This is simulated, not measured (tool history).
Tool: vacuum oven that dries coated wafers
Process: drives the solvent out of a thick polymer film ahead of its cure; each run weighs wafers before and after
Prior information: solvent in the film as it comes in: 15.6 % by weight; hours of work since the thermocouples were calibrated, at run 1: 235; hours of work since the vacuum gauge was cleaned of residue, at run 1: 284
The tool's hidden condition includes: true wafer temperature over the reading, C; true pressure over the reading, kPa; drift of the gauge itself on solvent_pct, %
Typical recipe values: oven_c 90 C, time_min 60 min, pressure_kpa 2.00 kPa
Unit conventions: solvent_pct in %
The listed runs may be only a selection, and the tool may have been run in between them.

run	hour	oven_c	time_min	pressure_kpa	hours of work since the thermocouples were calibrated	hours of work since the vacuum gauge was cleaned of residue	solvent_pct
1	0.0	90	60	2.00	235	284	2.78
2	48.5	90	60	4.39	260	310	4.24
3	110.3	90	60	4.39	292	342	4.22
4	146.7	90	60	4.39	311	361	4.20
5	198.3	90	60	4.39	338	387	4.18
6	242.3	90	60	4.39	360	410	4.19
7	297.3	90	60	2.00	389	439	2.77
8	362.2	89	60	2.00	423	473	2.95
9	396.9	89	60	2.00	441	491	2.93
# hour 402.4: oven's thermocouples calibrated
10	455.9	89	60	2.00	28	520	2.89
11	504.3	100	60	2.00	53	545	1.35
12	579.6	92	60	4.83	92	585	3.90
# hour 640.0: oven's thermocouples calibrated, once more
13	640.0	88	60	2.00	0	615	3.27
14	696.1	88	99	2.22	29	644	2.27
15	769.1	90	60	7.50	67	682	6.19
16	810.4	90	60	7.50	89	703	6.22
17	844.8	90	60	7.50	106	721	6.20
18	879.3	89	48	2.00	124	739	3.80
19	920.8	82	88	2.13	146	761	3.44
20	989.1	95	60	1.30	181	796	1.68
21	1039.3	95	60	1.30	207	822	1.71

What if the next run were any one of these 5? Each begins from the tool's condition after run 21:
A	1077.7	82	38	1.62	227	842	?
B	1077.7	95	41	1.30	227	842	?
C	1077.7	91	56	3.63	227	842	?
D	1077.7	95	60	1.44	227	842	?
E	1077.7	90	60	5.78	227	842	?

run	solvent_pct
A	6.22
B	2.81
C	3.81
D	1.76
E	5.09
What these runs would have given with no unlogged condition in the tool:
run	solvent_pct
A	6.18
B	2.77
C	3.77
D	1.69
E	5.05
